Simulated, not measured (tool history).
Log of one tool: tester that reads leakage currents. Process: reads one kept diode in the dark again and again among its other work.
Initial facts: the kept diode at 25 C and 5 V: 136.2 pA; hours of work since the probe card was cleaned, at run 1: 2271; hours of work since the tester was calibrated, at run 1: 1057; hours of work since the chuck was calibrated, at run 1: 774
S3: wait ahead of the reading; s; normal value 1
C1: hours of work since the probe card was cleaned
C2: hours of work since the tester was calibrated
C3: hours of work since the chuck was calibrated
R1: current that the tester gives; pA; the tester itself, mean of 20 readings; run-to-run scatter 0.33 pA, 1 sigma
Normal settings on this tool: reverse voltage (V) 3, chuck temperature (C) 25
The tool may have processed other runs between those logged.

Run 1, hour 0: usual settings; C1 2271; C2 1057; C3 774. Result: R1 96.54 pA.
Run 2, hour 16.1: usual settings; C1 2283; C2 1069; C3 786. Result: R1 96.93 pA.
Run 3, hour 37.1: usual settings; C1 2299; C2 1085; C3 802. Result: R1 96.47 pA.
Run 4, hour 53.2: usual settings but S3 3.16 s; C1 2311; C2 1097; C3 814. Result: R1 95.96 pA.
Run 5, hour 87.1: usual settings but S3 3.16 s; C1 2337; C2 1123; C3 840. Result: R1 95.42 pA.
Run 6, hour 107.1: usual settings but chuck temperature (C) 24; C1 2352; C2 1138; C3 855. Result: R1 87.67 pA.
Run 7, hour 130.1: usual settings; C1 2369; C2 1155; C3 872. Result: R1 95.77 pA.
Run 8, hour 152.6: usual settings; C1 2386; C2 1172; C3 889. Result: R1 94.75 pA.
Run 9, hour 180.2: usual settings; C1 2407; C2 1193; C3 910. Result: R1 95.89 pA.
Run 10, hour 201.4: usual settings but chuck temperature (C) 59; C1 2423; C2 1209; C3 926. Result: R1 1577.85 pA.
At hour 231.9: probe card cleaned and baked.
Run 11, hour 241.5: usual settings but chuck temperature (C) 59; C1 7; C2 1237; C3 954. Result: R1 1561.82 pA.
Run 12, hour 274.2: usual settings but chuck temperature (C) 59, S3 2.91 s; C1 32; C2 1262; C3 979. Result: R1 1558.76 pA.
Run 13, hour 290.4: usual settings but reverse voltage (V) 16.58, chuck temperature (C) 35, S3 1.02 s; C1 44; C2 1274; C3 991. Result: R1 509.07 pA.
Run 14, hour 320: usual settings but reverse voltage (V) 16.58, chuck temperature (C) 35, S3 1.02 s; C1 67; C2 1296; C3 1013. Result: R1 508.72 pA.
Run 15, hour 345.7: usual settings but reverse voltage (V) 1.02, S3 0.39 s; C1 86; C2 1316; C3 1033. Result: R1 54.56 pA.

The next listed run, before its measurement:
Run 16, hour 371: usual settings but reverse voltage (V) 1.02, S3 0.39 s; C1 105; C2 1335; C3 1052. Result: R1 ?.

Run 16 gave R1 54.12 pA.
Had the tool carried no hidden state, the very same run would have given R1 64.11 pA.

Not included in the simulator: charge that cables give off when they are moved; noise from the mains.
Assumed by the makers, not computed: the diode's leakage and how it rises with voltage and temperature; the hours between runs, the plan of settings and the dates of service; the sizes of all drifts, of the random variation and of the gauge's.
